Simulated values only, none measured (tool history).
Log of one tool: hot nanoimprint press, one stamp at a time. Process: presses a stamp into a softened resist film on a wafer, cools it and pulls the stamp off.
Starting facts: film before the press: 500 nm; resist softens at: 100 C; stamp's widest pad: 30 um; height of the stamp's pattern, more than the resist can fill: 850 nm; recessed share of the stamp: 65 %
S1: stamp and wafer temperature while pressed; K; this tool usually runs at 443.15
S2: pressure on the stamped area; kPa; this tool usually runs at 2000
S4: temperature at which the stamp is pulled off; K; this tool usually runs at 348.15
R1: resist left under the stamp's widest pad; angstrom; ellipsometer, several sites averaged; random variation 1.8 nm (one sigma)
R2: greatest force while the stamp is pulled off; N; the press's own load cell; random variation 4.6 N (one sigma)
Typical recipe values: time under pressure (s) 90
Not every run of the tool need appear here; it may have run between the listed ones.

run 1 hour=0 | S1=443.15 S2=2000 time_under_pressure_(s)=90 S4=348.15 | R1=2911 R2=231
run 2 hour=28.7 | S1=443.15 S2=2000 time_under_pressure_(s)=90 S4=348.15 | R1=2907 R2=225
run 3 hour=54.6 | S1=443.15 S2=2000 time_under_pressure_(s)=90 S4=348.15 | R1=2920 R2=226
run 4 hour=92.5 | S1=443.15 S2=2000 time_under_pressure_(s)=139 S4=348.15 | R1=2489 R2=219
-- hour=128.1 stamp cleaned and given a new release coat
run 5 hour=146.2 | S1=443.15 S2=2000 time_under_pressure_(s)=139 S4=348.15 | R1=2513 R2=220
run 6 hour=183.9 | S1=443.15 S2=2000 time_under_pressure_(s)=90 S4=348.15 | R1=2885 R2=226
run 7 hour=244.2 | S1=443.15 S2=2750 time_under_pressure_(s)=90 S4=348.15 | R1=2527 R2=220
run 8 hour=281.7 | S1=443.15 S2=1500 time_under_pressure_(s)=90 S4=348.15 | R1=3236 R2=228
-- hour=344.3 plate thermocouple calibrated
run 9 hour=348.6 | S1=443.15 S2=1500 time_under_pressure_(s)=90 S4=348.15 | R1=3219 R2=228
run 10 hour=399.7 | S1=443.15 S2=1500 time_under_pressure_(s)=90 S4=348.15 | R1=3213 R2=233
-- hour=415.2 press's hydraulic seals changed and the load cell set to zero
run 11 hour=445.6 | S1=444.15 S2=1560 time_under_pressure_(s)=103 S4=337.15 | R1=2986 R2=229
-- hour=488.4 stamp cleaned and given a new release coat
run 12 hour=513.3 | S1=444.15 S2=1800 time_under_pressure_(s)=108 S4=348.15 | R1=2770 R2=227
run 13 hour=546.3 | S1=444.15 S2=1800 time_under_pressure_(s)=108 S4=348.15 | R1=2780 R2=222
run 14 hour=604.9 | S1=444.15 S2=1800 time_under_pressure_(s)=108 S4=348.15 | R1=2780 R2=219
run 15 hour=651.8 | S1=444.15 S2=1800 time_under_pressure_(s)=108 S4=348.15 | R1=2770 R2=220
run 16 hour=689.4 | S1=444.15 S2=1800 time_under_pressure_(s)=108 S4=353.15 | R1=2784 R2=220
run 17 hour=739.8 | S1=444.15 S2=1800 time_under_pressure_(s)=108 S4=353.15 | R1=2754 R2=227
run 18 hour=769.2 | S1=451.15 S2=1860 time_under_pressure_(s)=90 S4=348.15 | R1=2430 R2=227

Forecast each of these 5 alternatives for the next run:
run A hour=812.2 | S1=451.15 S2=2640 time_under_pressure_(s)=90 S4=344.15 | R1=? R2=?
run B hour=812.2 | S1=434.15 S2=1860 time_under_pressure_(s)=50 S4=335.15 | R1=? R2=?
run C hour=812.2 | S1=443.15 S2=1930 time_under_pressure_(s)=120 S4=348.15 | R1=? R2=?
run D hour=812.2 | S1=450.15 S2=2040 time_under_pressure_(s)=90 S4=354.15 | R1=? R2=?
run E hour=812.2 | S1=443.15 S2=2640 time_under_pressure_(s)=96 S4=348.15 | R1=? R2=?

run=A R1=2066 R2=231
run=B R1=4117 R2=253
run=C R1=2678 R2=234
run=D R1=2376 R2=225
run=E R1=2545 R2=237
Take away the tool's hidden state, keep each run's random variation, and the runs would have read:
run=A R1=2069 R2=227
run=B R1=4121 R2=249
run=C R1=2682 R2=230
run=D R1=2379 R2=222
run=E R1=2548 R2=234
